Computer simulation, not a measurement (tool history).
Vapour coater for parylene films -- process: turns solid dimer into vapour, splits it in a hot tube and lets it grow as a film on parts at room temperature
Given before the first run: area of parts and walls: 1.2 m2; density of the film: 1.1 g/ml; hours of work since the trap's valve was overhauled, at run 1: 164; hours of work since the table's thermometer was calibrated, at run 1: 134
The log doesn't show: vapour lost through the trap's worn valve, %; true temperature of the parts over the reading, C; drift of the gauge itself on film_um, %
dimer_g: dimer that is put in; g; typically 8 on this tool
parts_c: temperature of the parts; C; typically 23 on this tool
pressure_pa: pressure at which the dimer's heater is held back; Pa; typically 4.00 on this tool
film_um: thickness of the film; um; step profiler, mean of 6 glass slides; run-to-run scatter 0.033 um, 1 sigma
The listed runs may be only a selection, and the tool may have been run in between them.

run    hour  dimer_g  parts_c  pressure_pa  hours of work since the trap's valve was overhauled  hours of work since the table's thermometer was calibrated  film_um
  1     0.0        8       23         4.00                                                  164                                                         134     3.10
  2    48.4        8       23         4.00                                                  192                                                         162     3.03
  3    81.4       13       23         4.00                                                  210                                                         180     4.99
  4   104.9       13       23         4.00                                                  224                                                         194     5.01
  5   141.6       13       23         2.10                                                  244                                                         214     5.17
      170.1  -- trap's valve overhauled
  6   179.1        8       23         4.00                                                    5                                                         233     3.28
  7   230.0        8       23         4.00                                                   34                                                         262     3.23
  8   273.2        8       23         4.00                                                   58                                                         286     3.30
  9   311.7        8       23         4.00                                                   80                                                         308     3.29
 10   360.0        8       23         4.00                                                  107                                                         335     3.20
 11   392.0        8       23         4.00                                                  125                                                         353     3.17
 12   422.4        8       24         4.00                                                  142                                                         370     3.11
 13   447.0        8       22         4.00                                                  156                                                         384     3.19
 14   495.6        9       23         4.00                                                  184                                                         412     3.53
 15   544.0        9       23         4.00                                                  211                                                         439     3.53
 16   594.9        8       23         4.00                                                  240                                                         468     3.12
      633.5  -- trap's valve overhauled
 17   648.6        8       23         2.75                                                    9                                                         496     3.45
 18   697.0        8       23         4.00                                                   36                                                         523     3.35
 19   732.7        8       23         4.00                                                   56                                                         543     3.32
 20   778.8        8       23         4.00                                                   82                                                         569     3.27
 21   812.5        8       23         9.87                                                  101                                                         588     2.99
 22   862.2        8       35         4.00                                                  129                                                         616     2.55
 23   892.0        8       35         4.00                                                  146                                                         633     2.58
 24   924.1        8       35         4.00                                                  164                                                         651     2.54
 25   968.5        8       35         4.84                                                  189                                                         676     2.50
 26  1016.9        7       19         4.38                                                  216                                                         704     2.91
 27  1052.1       10       23         2.32                                                  236                                                         724     4.03
 28  1077.0       10       23         2.32                                                  250                                                         738     4.04
     1095.3  -- trap's valve overhauled
 29  1112.9        8       33         8.53                                                   10                                                         756     2.64
 30  1150.5        8       33         8.53                                                   31                                                         777     2.60
 31  1196.6        8       33         8.53                                                   57                                                         803     2.59
 32  1247.5        8       33         8.53                                                   86                                                         832     2.52
 33  1295.4        8       33         8.53                                                  113                                                         859     2.54
 34  1337.4        8       33         8.53                                                  137                                                         882     2.55
 35  1376.7        6       33         9.21                                                  159                                                         904     1.90
 36  1419.0        3       35         4.00                                                  183                                                         928     0.94
 37  1448.7        3       35         4.00                                                  199                                                         945     0.92
 38  1476.5        3       35         4.00                                                  215                                                         961     0.96
     1495.6  -- table's thermometer calibrated
 39  1507.4        8       27         6.28                                                  232                                                           7     2.72
 40  1528.1        8       27         6.28                                                  244                                                          18     2.78
     1557.8  -- trap's valve overhauled
 41  1580.4        8       27         6.28                                                   13                                                          46     2.98
 42  1614.6        8       24         4.00                                                   32                                                          65     3.16
 43  1639.7        8       24         4.06                                                   46                                                          79     3.19
 44  1665.3       12       28         4.06                                                   61                                                          94     4.45
 45  1695.6        5       30         5.05                                                   78                                                         111     1.74
 46  1716.6        5       30         5.05                                                   90                                                         122     1.73

3 ways to go on from here, each from the tool as it stands after run 46. What would each give?
  A  1737.3        7       15         5.05                                                  101                                                         134        ?
  B  1737.3        9       30         6.83                                                  101                                                         134        ?
  C  1737.3        5       30         8.45                                                  101                                                         134        ?

run  film_um
  A     3.23
  B     3.07
  C     1.66
Without the tool's hidden state the same runs would have given:
run  film_um
  A     3.33
  B     3.16
  C     1.71
